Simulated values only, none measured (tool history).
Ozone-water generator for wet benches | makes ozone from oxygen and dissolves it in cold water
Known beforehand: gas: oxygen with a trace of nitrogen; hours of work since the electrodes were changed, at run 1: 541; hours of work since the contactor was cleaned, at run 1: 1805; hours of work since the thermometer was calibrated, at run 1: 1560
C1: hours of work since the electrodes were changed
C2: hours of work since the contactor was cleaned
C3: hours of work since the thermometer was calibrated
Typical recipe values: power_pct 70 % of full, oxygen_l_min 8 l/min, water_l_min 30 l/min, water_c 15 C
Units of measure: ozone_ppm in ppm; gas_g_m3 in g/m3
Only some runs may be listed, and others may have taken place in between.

Run 1, hour 0: usual settings; C1 541; C2 1805; C3 1560. Result: ozone_ppm 28 ppm, gas_g_m3 241.3 g/m3.
Run 2, hour 20.7: usual settings; C1 556; C2 1819; C3 1574. Result: ozone_ppm 28.3 ppm, gas_g_m3 239.9 g/m3.
Run 3, hour 38: usual settings; C1 568; C2 1831; C3 1587. Result: ozone_ppm 28.5 ppm, gas_g_m3 240.9 g/m3.
Run 4, hour 54.7: usual settings; C1 580; C2 1843; C3 1598. Result: ozone_ppm 28.2 ppm, gas_g_m3 244.2 g/m3.
Run 5, hour 71.6: usual settings; C1 592; C2 1855; C3 1610. Result: ozone_ppm 28 ppm, gas_g_m3 242.6 g/m3.
Run 6, hour 103.4: usual settings; C1 614; C2 1878; C3 1633. Result: ozone_ppm 27.7 ppm, gas_g_m3 241.9 g/m3.
Run 7, hour 131.1: usual settings; C1 634; C2 1897; C3 1652. Result: ozone_ppm 27.8 ppm, gas_g_m3 241.7 g/m3.
Run 8, hour 155.7: usual settings but water_l_min 35 l/min; C1 651; C2 1915; C3 1670. Result: ozone_ppm 24.9 ppm, gas_g_m3 242 g/m3.
Run 9, hour 186.1: usual settings but water_l_min 21 l/min; C1 673; C2 1936; C3 1691. Result: ozone_ppm 36.4 ppm, gas_g_m3 243.7 g/m3.
Run 10, hour 206: usual settings but power_pct 47 % of full; C1 687; C2 1950; C3 1705. Result: ozone_ppm 20.5 ppm, gas_g_m3 176.4 g/m3.
Run 11, hour 229.3: usual settings; C1 703; C2 1967; C3 1722. Result: ozone_ppm 27.9 ppm, gas_g_m3 245.4 g/m3.
Run 12, hour 246.3: usual settings but water_c 11 C; C1 715; C2 1979; C3 1734. Result: ozone_ppm 29.8 ppm, gas_g_m3 241.4 g/m3.
Run 13, hour 264.3: usual settings but water_c 11 C; C1 728; C2 1991; C3 1747. Result: ozone_ppm 29.6 ppm, gas_g_m3 244.4 g/m3.
Run 14, hour 301.4: usual settings but water_c 11 C; C1 754; C2 2018; C3 1773. Result: ozone_ppm 29.5 ppm, gas_g_m3 244.3 g/m3.
Run 15, hour 317.5: usual settings but oxygen_l_min 11.21 l/min; C1 766; C2 2029; C3 1784. Result: ozone_ppm 29.9 ppm, gas_g_m3 215.6 g/m3.
Run 16, hour 343.8: usual settings but oxygen_l_min 11.21 l/min; C1 784; C2 2048; C3 1803. Result: ozone_ppm 29.6 ppm, gas_g_m3 217.4 g/m3.
Run 17, hour 370.9: usual settings but water_c 16 C; C1 803; C2 2067; C3 1822. Result: ozone_ppm 27.6 ppm, gas_g_m3 248.3 g/m3.
Run 18, hour 401.8: usual settings but water_c 16 C; C1 825; C2 2089; C3 1844. Result: ozone_ppm 27.9 ppm, gas_g_m3 247.5 g/m3.
Run 19, hour 430.6: usual settings but water_c 16 C; C1 846; C2 2109; C3 1864. Result: ozone_ppm 27.6 ppm, gas_g_m3 247.6 g/m3.
Run 20, hour 454.6: usual settings but water_c 16 C; C1 863; C2 2126; C3 1881. Result: ozone_ppm 27.7 ppm, gas_g_m3 248.2 g/m3.
At hour 477.8: gauge calibrated.
Run 21, hour 479.4: usual settings but water_c 16 C; C1 880; C2 2144; C3 1899. Result: ozone_ppm 27.8 ppm, gas_g_m3 240.5 g/m3.
Run 22, hour 514.3: usual settings but water_c 16 C; C1 905; C2 2168; C3 1923. Result: ozone_ppm 27.7 ppm, gas_g_m3 242.4 g/m3.
Run 23, hour 532.1: usual settings but water_l_min 19 l/min, water_c 19 C; C1 917; C2 2181; C3 1936. Result: ozone_ppm 35.8 ppm, gas_g_m3 240.5 g/m3.
Run 24, hour 550.3: usual settings but water_l_min 19 l/min, water_c 19 C; C1 930; C2 2194; C3 1949. Result: ozone_ppm 35.8 ppm, gas_g_m3 238.3 g/m3.
Run 25, hour 567.3: usual settings but oxygen_l_min 6.76 l/min, water_l_min 21 l/min, water_c 11 C; C1 942; C2 2206; C3 1961. Result: ozone_ppm 37.6 ppm, gas_g_m3 257.3 g/m3.
Run 26, hour 582.6: usual settings but power_pct 44 % of full; C1 953; C2 2217; C3 1972. Result: ozone_ppm 19.1 ppm, gas_g_m3 167.1 g/m3.
Run 27, hour 612.2: usual settings but power_pct 44 % of full; C1 974; C2 2237; C3 1993. Result: ozone_ppm 19.3 ppm, gas_g_m3 168.4 g/m3.
Run 28, hour 644.8: usual settings but oxygen_l_min 7.17 l/min, water_c 8 C; C1 997; C2 2261; C3 2016. Result: ozone_ppm 30.3 ppm, gas_g_m3 252.7 g/m3.
Run 29, hour 662.6: usual settings but oxygen_l_min 7.17 l/min, water_c 8 C; C1 1010; C2 2273; C3 2028. Result: ozone_ppm 29.8 ppm, gas_g_m3 252.3 g/m3.

Below are 3 alternative next runs, each starting from the tool's condition after run 29. Predict each:
Run A, hour 698.4: usual settings but power_pct 61 % of full, oxygen_l_min 7.17 l/min, water_c 17 C; C1 1035; C2 2298; C3 2054. Result: ozone_ppm ?, gas_g_m3 ?.
Run B, hour 698.4: usual settings but power_pct 47 % of full, oxygen_l_min 7.17 l/min, water_l_min 29 l/min, water_c 9 C; C1 1035; C2 2298; C3 2054. Result: ozone_ppm ?, gas_g_m3 ?.
Run C, hour 698.4: usual settings but oxygen_l_min 4.7 l/min; C1 1035; C2 2298; C3 2054. Result: ozone_ppm ?, gas_g_m3 ?.

run  ozone_ppm  gas_g_m3
  A       23.6       226
  B       22.1     181.9
  C       24.2     292.1
What these runs would have given with no unlogged condition in the tool:
run  ozone_ppm  gas_g_m3
  A       23.7       223
  B       22.1     179.5
  C       24.3     288.3
